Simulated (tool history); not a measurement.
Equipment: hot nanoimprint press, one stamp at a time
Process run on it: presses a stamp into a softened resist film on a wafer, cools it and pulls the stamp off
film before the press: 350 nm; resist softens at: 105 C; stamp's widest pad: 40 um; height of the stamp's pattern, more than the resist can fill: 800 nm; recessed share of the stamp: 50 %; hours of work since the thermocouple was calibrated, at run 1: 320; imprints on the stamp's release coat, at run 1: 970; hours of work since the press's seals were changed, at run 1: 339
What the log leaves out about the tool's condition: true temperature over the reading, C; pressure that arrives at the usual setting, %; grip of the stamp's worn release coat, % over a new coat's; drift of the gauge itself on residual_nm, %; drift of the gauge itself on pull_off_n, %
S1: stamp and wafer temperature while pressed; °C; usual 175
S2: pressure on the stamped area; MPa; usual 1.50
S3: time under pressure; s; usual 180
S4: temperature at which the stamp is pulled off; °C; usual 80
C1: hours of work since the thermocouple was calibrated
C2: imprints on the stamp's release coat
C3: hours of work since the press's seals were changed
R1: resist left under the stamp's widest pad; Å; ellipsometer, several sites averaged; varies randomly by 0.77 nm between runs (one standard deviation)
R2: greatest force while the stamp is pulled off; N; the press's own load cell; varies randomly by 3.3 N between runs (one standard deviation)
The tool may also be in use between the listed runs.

Run 1, day 0.000: usual settings; C1 320; C2 970; C3 339. Result: R1 1412 Å, R2 158 N.
Run 2, day 0.283: usual settings; C1 325; C2 997; C3 344. Result: R1 1400 Å, R2 159 N.
Run 3, day 0.933: usual settings but S3 298 s; C1 336; C2 1059; C3 355. Result: R1 1180 Å, R2 160 N.
Run 4, day 1.217: usual settings but S3 298 s; C1 341; C2 1087; C3 360. Result: R1 1179 Å, R2 159 N.
Run 5, day 1.758: usual settings but S3 298 s; C1 350; C2 1139; C3 370. Result: R1 1195 Å, R2 159 N.
Run 6, day 2.254: usual settings but S3 298 s; C1 359; C2 1187; C3 378. Result: R1 1201 Å, R2 159 N.
Run 7, day 2.579: usual settings but S1 182 °C, S3 298 s; C1 365; C2 1218; C3 384. Result: R1 967 Å, R2 155 N.
Run 8, day 2.850: usual settings but S1 171 °C, S3 298 s; C1 369; C2 1244; C3 389. Result: R1 1370 Å, R2 156 N.
Run 9, day 3.458: usual settings but S2 1.90 MPa; C1 380; C2 1302; C3 399. Result: R1 1235 Å, R2 153 N.
Run 10, day 3.954: usual settings but S1 177 °C; C1 388; C2 1350; C3 408. Result: R1 1340 Å, R2 156 N.
Run 11, day 4.471: usual settings but S1 177 °C, S3 147 s; C1 397; C2 1400; C3 416. Result: R1 1442 Å, R2 154 N.
Run 12, day 4.850: usual settings; C1 404; C2 1436; C3 423. Result: R1 1441 Å, R2 159 N.
Run 13, day 5.133: usual settings but S4 66 °C; C1 409; C2 1464; C3 428. Result: R1 1432 Å, R2 180 N.
Run 14, day 5.750: usual settings but S4 66 °C; C1 419; C2 1523; C3 438. Result: R1 1429 Å, R2 184 N.
Run 15, day 6.058: usual settings but S4 66 °C; C1 424; C2 1553; C3 444. Result: R1 1426 Å, R2 185 N.
Run 16, day 6.662: usual settings but S2 1.70 MPa, S4 73 °C; C1 435; C2 1611; C3 454. Result: R1 1338 Å, R2 171 N.
Run 17, day 7.042: usual settings but S2 1.70 MPa, S4 73 °C; C1 441; C2 1647; C3 461. Result: R1 1340 Å, R2 175 N.
Run 18, day 7.646: usual settings but S2 1.70 MPa, S4 87 °C; C1 452; C2 1705; C3 471. Result: R1 1327 Å, R2 146 N.
Run 19, day 8.200: usual settings but S2 1.22 MPa, S3 101 s, S4 79 °C; C1 461; C2 1759; C3 481. Result: R1 1932 Å, R2 165 N.
At day 8.638: plate thermocouple calibrated.
At day 8.679: gauge calibrated.
Run 20, day 8.800: usual settings but S2 1.22 MPa, S3 101 s, S4 79 °C; C1 3; C2 1804; C3 489. Result: R1 1924 Å, R2 163 N.
Run 21, day 9.150: usual settings but S2 1.22 MPa, S3 260 s, S4 79 °C; C1 9; C2 1838; C3 495. Result: R1 1406 Å, R2 164 N.
Run 22, day 9.550: usual settings but S3 187 s; C1 16; C2 1877; C3 502. Result: R1 1395 Å, R2 164 N.
Run 23, day 10.108: usual settings but S2 1.19 MPa, S4 66 °C; C1 25; C2 1930; C3 511. Result: R1 1624 Å, R2 180 N.
At day 10.517: stamp cleaned and given a new release coat.
Run 24, day 10.792: usual settings but S2 1.19 MPa, S4 66 °C; C1 33; C2 26; C3 519. Result: R1 1630 Å, R2 178 N.
Run 25, day 11.217: usual settings but S2 1.19 MPa, S4 66 °C; C1 40; C2 67; C3 526. Result: R1 1630 Å, R2 178 N.
Run 26, day 11.592: usual settings but S1 170 °C, S2 1.19 MPa, S4 79 °C; C1 47; C2 103; C3 532. Result: R1 1893 Å, R2 148 N.
Run 27, day 12.092: usual settings but S3 315 s; C1 55; C2 151; C3 541. Result: R1 1186 Å, R2 159 N.
Run 28, day 12.542: usual settings but S3 315 s; C1 63; C2 195; C3 549. Result: R1 1180 Å, R2 155 N.
Run 29, day 12.925: usual settings but S4 71 °C; C1 69; C2 232; C3 555. Result: R1 1427 Å, R2 166 N.

Below are 4 alternative next runs, each starting from the tool's condition after run 29. Predict each:
Run A, day 13.446: usual settings but S2 1.43 MPa; C1 78; C2 282; C3 564. Result: R1 ?, R2 ?.
Run B, day 13.446: usual settings but S1 165 °C, S4 71 °C; C1 78; C2 282; C3 564. Result: R1 ?, R2 ?.
Run C, day 13.446: usual settings but S3 99 s; C1 78; C2 282; C3 564. Result: R1 ?, R2 ?.
Run D, day 13.446: usual settings but S1 174 °C, S3 117 s; C1 78; C2 282; C3 564. Result: R1 ?, R2 ?.

run    R1   R2
  A  1473  160
  B  1960  169
  C  1746  157
  D  1706  158
Take away the tool's hidden state, keep each run's random variation, and the runs would have read:
run    R1   R2
  A  1451  160
  B  1930  169
  C  1719  156
  D  1680  157

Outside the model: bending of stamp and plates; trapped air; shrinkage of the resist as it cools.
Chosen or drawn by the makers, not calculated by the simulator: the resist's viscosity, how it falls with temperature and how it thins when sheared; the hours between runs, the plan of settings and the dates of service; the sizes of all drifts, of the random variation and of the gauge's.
